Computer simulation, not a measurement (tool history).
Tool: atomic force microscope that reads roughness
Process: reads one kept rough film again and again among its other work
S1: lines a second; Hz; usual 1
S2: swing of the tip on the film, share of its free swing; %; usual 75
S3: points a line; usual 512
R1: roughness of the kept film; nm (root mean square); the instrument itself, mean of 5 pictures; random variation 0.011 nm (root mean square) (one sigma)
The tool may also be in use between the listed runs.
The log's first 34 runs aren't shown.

{"hour": 1288.3, "done": "new tip fitted"}
{"run": 35, "hour": 1289.7, "S1": 1, "S2": 76, "S3": 308, "R1": 2.451}
{"hour": 1324.4, "done": "new tip fitted"}
{"run": 36, "hour": 1324.4, "S1": 0.52, "S2": 68, "S3": 308, "R1": 2.584}
{"hour": 1360.8, "done": "new tip fitted"}
{"run": 37, "hour": 1377.3, "S1": 3.63, "S2": 60, "S3": 980, "R1": 2.406}
{"hour": 1397.6, "done": "new tip fitted"}
{"run": 38, "hour": 1426.5, "S1": 3.63, "S2": 60, "S3": 980, "R1": 2.418}
{"hour": 1434.0, "done": "new tip fitted"}
{"run": 39, "hour": 1453.9, "S1": 3.63, "S2": 89, "S3": 295, "R1": 1.725}
{"hour": 1469.7, "done": "new tip fitted"}
{"run": 40, "hour": 1476.8, "S1": 3.63, "S2": 89, "S3": 295, "R1": 1.742}
{"hour": 1508.1, "done": "new tip fitted"}
{"run": 41, "hour": 1529.7, "S1": 0.72, "S2": 55, "S3": 1019, "R1": 2.642}
{"hour": 1547.0, "done": "new tip fitted"}
{"run": 42, "hour": 1553.0, "S1": 3.43, "S2": 75, "S3": 436, "R1": 2.126}
{"run": 43, "hour": 1575.4, "S1": 1, "S2": 71, "S3": 512, "R1": 2.527}
{"hour": 1584.6, "done": "new tip fitted"}
{"run": 44, "hour": 1607.2, "S1": 2.35, "S2": 69, "S3": 732, "R1": 2.386}
{"hour": 1624.1, "done": "new tip fitted"}
{"run": 45, "hour": 1635.9, "S1": 2.35, "S2": 69, "S3": 732, "R1": 2.4}
{"hour": 1660.7, "done": "new tip fitted"}
{"run": 46, "hour": 1660.7, "S1": 2.35, "S2": 69, "S3": 732, "R1": 2.39}
{"run": 47, "hour": 1685.0, "S1": 1, "S2": 65, "S3": 1021, "R1": 2.584}
{"hour": 1696.3, "done": "new tip fitted"}
{"run": 48, "hour": 1712.6, "S1": 1, "S2": 65, "S3": 1021, "R1": 2.575}
{"hour": 1733.7, "done": "new tip fitted"}
{"run": 49, "hour": 1756.7, "S1": 1, "S2": 75, "S3": 512, "R1": 2.494}

3 ways to go on from here, each from the tool as it stands after run 49. What would each give?
{"hour": 1770.8, "done": "new tip fitted"}
{"hour": 1807.3, "done": "new tip fitted"}
{"run": "A", "hour": 1808.5, "S1": 1, "S2": 59, "S3": 1017, "R1": "?"}
{"hour": 1770.8, "done": "new tip fitted"}
{"hour": 1807.3, "done": "new tip fitted"}
{"run": "B", "hour": 1808.5, "S1": 1, "S2": 66, "S3": 1009, "R1": "?"}
{"hour": 1770.8, "done": "new tip fitted"}
{"hour": 1807.3, "done": "new tip fitted"}
{"run": "C", "hour": 1808.5, "S1": 1, "S2": 87, "S3": 471, "R1": "?"}

run=A R1=2.633
run=B R1=2.583
run=C R1=2.384
Without the tool's hidden state the same runs would have given:
run=A R1=2.632
run=B R1=2.583
run=C R1=2.384
